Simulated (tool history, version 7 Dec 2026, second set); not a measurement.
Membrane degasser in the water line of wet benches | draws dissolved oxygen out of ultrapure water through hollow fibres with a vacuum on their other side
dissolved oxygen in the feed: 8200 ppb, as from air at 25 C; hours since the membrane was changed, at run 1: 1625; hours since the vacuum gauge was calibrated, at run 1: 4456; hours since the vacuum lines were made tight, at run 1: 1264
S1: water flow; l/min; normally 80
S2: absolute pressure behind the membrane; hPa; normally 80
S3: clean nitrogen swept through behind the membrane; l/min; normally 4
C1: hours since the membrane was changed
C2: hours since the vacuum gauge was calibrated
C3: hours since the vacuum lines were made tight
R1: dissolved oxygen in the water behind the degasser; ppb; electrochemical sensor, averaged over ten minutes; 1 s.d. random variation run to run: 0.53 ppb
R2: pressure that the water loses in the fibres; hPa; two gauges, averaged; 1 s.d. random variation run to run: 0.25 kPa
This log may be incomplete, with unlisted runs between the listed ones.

| run | day | S1 | S2 | S3 | C1 | C2 | C3 | R1 | R2 |
|---|---|---|---|---|---|---|---|---|---|
| 1 | 0 | 80 | 80 | 4 | 1625 | 4456 | 1264 | 220.2 | 690.4 |
| 2 | 1.533 | 80 | 80 | 4 | 1661 | 4492 | 1300 | 218.7 | 686.8 |
| 3 | 3.338 | 80 | 80 | 4 | 1705 | 4536 | 1344 | 219.1 | 691.6 |
| 4 | 4.821 | 80 | 80 | 4 | 1740 | 4571 | 1379 | 218.5 | 687.3 |
| 5 | 6.075 | 80 | 80 | 4 | 1771 | 4601 | 1409 | 220.8 | 685.2 |
| 6 | 8.033 | 80 | 80 | 4 | 1817 | 4648 | 1456 | 220.6 | 690 |
| 7 | 8.942 | 80 | 80 | 4 | 1839 | 4670 | 1478 | 220 | 692.9 |
| 8 | 10.979 | 80 | 79.2 | 2.34 | 1888 | 4719 | 1527 | 335.3 | 695.1 |
| 9 | 11.883 | 80 | 79.2 | 2.34 | 1910 | 4741 | 1549 | 335.5 | 694 |
| 10 | 14.042 | 80 | 79.2 | 2.34 | 1962 | 4793 | 1601 | 336.1 | 692.4 |
| 11 | 15.283 | 80 | 79.2 | 2.34 | 1991 | 4822 | 1630 | 336.4 | 694 |

Below, some changes in R1 between adjacent runs. For each, the amount present without the hidden state too (settings, incoming material, random variation) and the amount remaining for the hidden state with gauge scatter not shared by both compared results:
Hidden conditions of the tool in this case: membrane still open, %; true pressure behind the membrane over the reading, kPa; air that leaks in behind the membrane, l/min; drift of the gauge itself on oxygen_ppb, %; drift of the gauge itself on loss_of_pressure_kpa, %.
Run 7 -> 8: S2 80 -> 79.2, S3 4 -> 2.34. R1 +115.3 ppb: hidden state +2.7, all else +112.6.
